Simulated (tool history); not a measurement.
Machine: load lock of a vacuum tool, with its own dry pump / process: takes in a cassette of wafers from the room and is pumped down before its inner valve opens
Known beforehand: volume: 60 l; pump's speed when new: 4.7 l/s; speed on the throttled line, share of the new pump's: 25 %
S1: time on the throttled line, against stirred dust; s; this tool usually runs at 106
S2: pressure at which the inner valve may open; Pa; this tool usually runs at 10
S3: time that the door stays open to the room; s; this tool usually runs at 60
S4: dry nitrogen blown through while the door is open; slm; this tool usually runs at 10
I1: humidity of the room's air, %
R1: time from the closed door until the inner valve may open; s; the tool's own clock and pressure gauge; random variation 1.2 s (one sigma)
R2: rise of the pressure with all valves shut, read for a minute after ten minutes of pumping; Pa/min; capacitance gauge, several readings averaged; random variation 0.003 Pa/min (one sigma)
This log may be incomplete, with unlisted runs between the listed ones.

run 1 hour=0 | S1=106 S2=10 S3=60 S4=10 | I1=42.7 | R1=197.9 R2=0.057
run 2 hour=42 | S1=106 S2=17 S3=60 S4=10 | I1=49.8 | R1=191.9 R2=0.062
run 3 hour=100 | S1=106 S2=17 S3=60 S4=10 | I1=45.5 | R1=194.8 R2=0.055
run 4 hour=172.6 | S1=106 S2=17 S3=60 S4=10 | I1=44.4 | R1=191.4 R2=0.061
run 5 hour=228.5 | S1=106 S2=17 S3=60 S4=10 | I1=45.6 | R1=192.7 R2=0.061
run 6 hour=292.9 | S1=106 S2=17 S3=60 S4=10 | I1=45.3 | R1=190.1 R2=0.064
run 7 hour=336 | S1=106 S2=15 S3=60 S4=10 | I1=46.8 | R1=193.1 R2=0.056
run 8 hour=405.6 | S1=106 S2=15 S3=60 S4=15 | I1=48.1 | R1=194.8 R2=0.058
run 9 hour=481.7 | S1=106 S2=10 S3=204 S4=10 | I1=46.5 | R1=199.7 R2=0.111
run 10 hour=583 | S1=106 S2=10 S3=60 S4=10 | I1=47.7 | R1=197.3 R2=0.068
run 11 hour=626.2 | S1=106 S2=17 S3=60 S4=10 | I1=45.5 | R1=195 R2=0.071
run 12 hour=680.4 | S1=106 S2=17 S3=60 S4=10 | I1=44.7 | R1=192.5 R2=0.069
run 13 hour=733.6 | S1=106 S2=17 S3=60 S4=10 | I1=44.6 | R1=195 R2=0.067
run 14 hour=784.5 | S1=106 S2=17 S3=60 S4=10 | I1=45.3 | R1=192.7 R2=0.069
run 15 hour=843.6 | S1=106 S2=17 S3=60 S4=10 | I1=42.8 | R1=192 R2=0.071
run 16 hour=917.1 | S1=106 S2=17 S3=60 S4=10 | I1=46.9 | R1=194.7 R2=0.077
run 17 hour=971.6 | S1=179 S2=10 S3=60 S4=10 | I1=46.1 | R1=253.2 R2=0.08
run 18 hour=1022.3 | S1=57 S2=10 S3=60 S4=10 | I1=44.2 | R1=164.2 R2=0.067
run 19 hour=1093.7 | S1=208 S2=20 S3=60 S4=10 | I1=44.8 | R1=267.8 R2=0.072
run 20 hour=1186.9 | S1=179 S2=9 S3=60 S4=10 | I1=46.7 | R1=257.4 R2=0.076
run 21 hour=1248.9 | S1=60 S2=9 S3=94 S4=7 | I1=42 | R1=170.7 R2=0.088
run 22 hour=1330.8 | S1=106 S2=10 S3=60 S4=19 | I1=44 | R1=198.6 R2=0.073
run 23 hour=1381.4 | S1=106 S2=10 S3=60 S4=19 | I1=44 | R1=202.8 R2=0.068
run 24 hour=1445 | S1=106 S2=18 S3=40 S4=10 | I1=47.8 | R1=193.7 R2=0.072

Run 25 has not been measured yet. What should we expect?
run 25 hour=1492.1 | S1=106 S2=10 S3=60 S4=9 | I1=41.6 | R1=? R2=?

{"run 25": {"R1": 202, "R2": 0.076}}
With the hidden condition absent and the run-to-run variation left alone, this run would have shown R1 198.9 s, R2 0.034 Pa/min.
